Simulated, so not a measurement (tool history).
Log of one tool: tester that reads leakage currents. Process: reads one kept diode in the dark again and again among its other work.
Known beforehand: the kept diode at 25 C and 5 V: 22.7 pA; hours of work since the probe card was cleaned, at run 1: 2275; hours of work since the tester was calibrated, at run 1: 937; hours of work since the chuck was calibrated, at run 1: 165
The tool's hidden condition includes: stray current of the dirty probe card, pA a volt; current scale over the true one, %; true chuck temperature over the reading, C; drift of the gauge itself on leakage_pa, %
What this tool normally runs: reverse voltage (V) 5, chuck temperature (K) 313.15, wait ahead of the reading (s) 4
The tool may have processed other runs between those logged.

run	hour	reverse voltage (V)	chuck temperature (K)	wait ahead of the reading (s)	hours of work since the probe card was cleaned	hours of work since the tester was calibrated	hours of work since the chuck was calibrated	current that the tester gives (pA)
1	0	5	313.15	4	2275	937	165	90.59
2	29	5	313.15	4	2292	954	181	90.88
3	80.2	4.7	313.15	4	2321	983	210	87.69
4	106.5	5	313.15	3.88	2336	998	225	90.73
5	157.6	5	313.15	3.88	2365	1026	254	90.35
6	184.3	5	332.15	4	2380	1042	269	362.79
7	224.5	5	313.15	4	2403	1064	292	90.49
8	259.8	5	313.15	4	2423	1085	312	90.35
# hour 302.3: probe card cleaned and baked
9	308.2	5	313.15	4	3	1110	338	80.57
10	357	5	321.15	4	31	1138	366	152.63
11	402.2	5	321.15	4	57	1164	391	151.95
12	456.8	5	313.15	3.23	88	1195	422	80.01
13	503	19.56	313.15	3.7	114	1221	449	149.38
14	543.6	1.02	320.15	4	137	1244	472	67.96
15	568.4	3.75	321.15	4	151	1258	486	132.54
16	608.6	3.75	321.15	4	174	1281	508	132.33
17	631.7	14.77	326.15	1.65	187	1294	522	364.53
18	678.1	10.58	295.15	0.71	213	1320	548	26.68
19	726.6	3.18	322.15	8.43	241	1348	575	131.74
20	768.5	2.79	313.15	3.05	265	1371	599	60.68
21	806.5	12.75	313.15	3.05	286	1393	621	122.29
22	843.9	12.75	313.15	3.05	307	1414	642	122.29
23	889.5	12.75	313.15	3.05	333	1440	668	122.18

Alternative continuations, all from the tool just after run 23; predict every row:
A	944.1	10.09	313.15	0.43	364	1471	699	?
B	944.1	1.24	323.15	0.85	364	1471	699	?
C	944.1	13.74	313.15	0.37	364	1471	699	?

run	current that the tester gives (pA)
A	111.87
B	92.33
C	130.75
The same runs, with their run-to-run variation unchanged, on a tool lacking any hidden condition would have given:
run	current that the tester gives (pA)
A	116.91
B	98.6
C	135.89
